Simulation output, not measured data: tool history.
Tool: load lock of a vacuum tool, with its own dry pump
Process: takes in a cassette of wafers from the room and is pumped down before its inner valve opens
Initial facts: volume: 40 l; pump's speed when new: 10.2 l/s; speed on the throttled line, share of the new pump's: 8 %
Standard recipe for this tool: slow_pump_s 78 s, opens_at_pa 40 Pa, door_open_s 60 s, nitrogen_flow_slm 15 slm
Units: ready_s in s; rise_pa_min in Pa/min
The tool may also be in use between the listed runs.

run    hour  slow_pump_s  opens_at_pa  door_open_s  nitrogen_flow_slm  incoming humidity of the room's air, %  ready_s  rise_pa_min
  1       0           78           40           60                 15                                    47.8    101.5        0.064
  2      85           67           40           60                 15                                    45.7     92.7        0.065
  3   146.6           67           40           60                 15                                      41     92.5         0.07
  4   219.8           78           40           60                 15                                    46.2      103        0.071
  5   272.3           78           40           60                 15                                    43.8    102.1        0.071
  6   351.5           78           40           60                 15                                    47.7    102.8        0.071
  7   393.9           78           40           60                 15                                    41.5    102.9        0.074
  8   449.6           78           40           60                 15                                    45.8    102.4        0.072
  9   513.8           78           76           60                 15                                    46.4    100.1        0.075
 10     597           78           76           60                 15                                    43.8    100.2        0.079
 11   676.5           78           76           60                 15                                      46     98.8        0.088
 12   731.7           78           76           60                 15                                    43.2    100.3        0.085
 13   772.9           78           76           60                 15                                      45    100.3        0.087
 14   854.8           78           76           60                 15                                      48     99.6        0.091
 15     940           78           76           60                 15                                    43.2    100.3        0.091
 16  1015.2           78           50           60                 15                                    45.5    102.6        0.087
 17    1065           78           50           52                 15                                    41.4    101.6        0.084
 18  1150.8           78           50           52                 15                                    45.2    102.3        0.092
 19  1236.7           78           50           52                 15                                    44.7    102.7        0.093
 20  1289.9           72           71           60                 15                                    44.7     95.5          0.1

What does the tool deliver on the next run?
 21  1341.8           72           71           60                 15                                    45.9        ?            ?

{"run 21": {"ready_s": 95, "rise_pa_min": 0.102}}
Minus the tool's unlogged condition, the same run would have read ready_s 94.3 s, rise_pa_min 0.034 Pa/min.
